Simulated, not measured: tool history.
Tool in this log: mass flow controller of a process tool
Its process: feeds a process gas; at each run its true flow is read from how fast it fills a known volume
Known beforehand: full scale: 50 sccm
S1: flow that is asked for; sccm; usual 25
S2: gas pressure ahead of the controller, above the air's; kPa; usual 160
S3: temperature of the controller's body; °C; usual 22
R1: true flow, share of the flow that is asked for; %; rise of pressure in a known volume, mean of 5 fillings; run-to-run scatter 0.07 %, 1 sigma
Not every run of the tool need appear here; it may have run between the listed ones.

run	hour	S1	S2	S3	R1
1	0	25	160	22	94.94
2	111.2	25	160	22	94.95
3	321.3	8	160	22	88.8
# hour 440.7: controller's zero set anew
4	470.8	8	160	22	96.1
5	706.6	25	160	22	97.05
6	976.3	25	160	22	96.99
7	1099.3	25	160	22	97.08
8	1211	25	160	22	96.9
9	1487.8	25	160	22	96.8
10	1676.2	25	160	22	96.69
11	1829.7	25	213	22	96.57
12	2052.2	25	206	22	96.58
13	2181.8	25	206	22	96.58
14	2300.5	25	206	22	96.5
15	2440.4	25	206	22	96.4
16	2707.5	25	160	22	96.41
17	2913.4	25	160	22	96.36
18	3138.1	25	150	22	96.27
19	3402.3	25	160	22	95.99
20	3610	25	160	22	96.06
21	3827.4	25	160	22	95.92
22	3947.8	25	194	22	95.87
23	4219.5	25	194	22	95.8
24	4342	25	194	22	95.55
25	4619.2	25	246	27	95.32
26	4829	39	185	21	96.92
27	5065.6	10	197	26	92.48
28	5287.6	39	160	22	96.83
29	5467.3	25	156	22	95.23
30	5720.5	12	160	36	92.3
31	5897.9	12	213	34	92.16
32	6068.4	6	255	29	88.71
33	6304.7	6	277	29	88.36
34	6562.9	6	277	29	88.28
35	6689.8	32	149	34	95.11
36	6819.5	13	201	22	92.48
37	7000.2	17	153	22	93.39
38	7178.1	17	153	22	93.29
39	7323.1	25	160	27	94.45
40	7491.8	26	154	24	94.44
41	7672.6	26	154	24	94.47
42	7948.5	35	261	25	95.1
43	8164.9	5	160	22	85.06
44	8319	7	180	26	87.68
45	8432.3	16	180	37	91.64
46	8588.6	15	273	21	91.78
47	8847.1	15	273	21	91.71

Table of differences, measured result less the result of that run with no hidden state. Run-to-run variation is the same in both. Gauge scatter possibly is not:
Hidden conditions of the tool in this case: flow at rest that the sensor doesn't see, % of full scale; true flow over the shown one, %; drift of the gauge itself on true_pct, %.
run	R1
1	-3.48
2	-3.52
3	-8.55
4	-1.34
5	-1.39
6	-1.49
7	-1.54
8	-1.59
9	-1.69
10	-1.76
11	-1.81
12	-1.9
13	-1.95
14	-2
15	-2.05
16	-2.16
17	-2.23
18	-2.32
19	-2.42
20	-2.51
21	-2.59
22	-2.64
23	-2.74
24	-2.79
25	-2.9
26	-2.59
27	-4.83
28	-2.73
29	-3.24
30	-4.79
31	-4.89
32	-7.98
33	-8.25
34	-8.58
35	-3.38
36	-5.27
37	-4.63
38	-4.73
39	-3.97
40	-3.97
41	-4.04
42	-3.67
43	-12.14
44	-9.5
45	-5.54
46	-5.83
47	-5.98
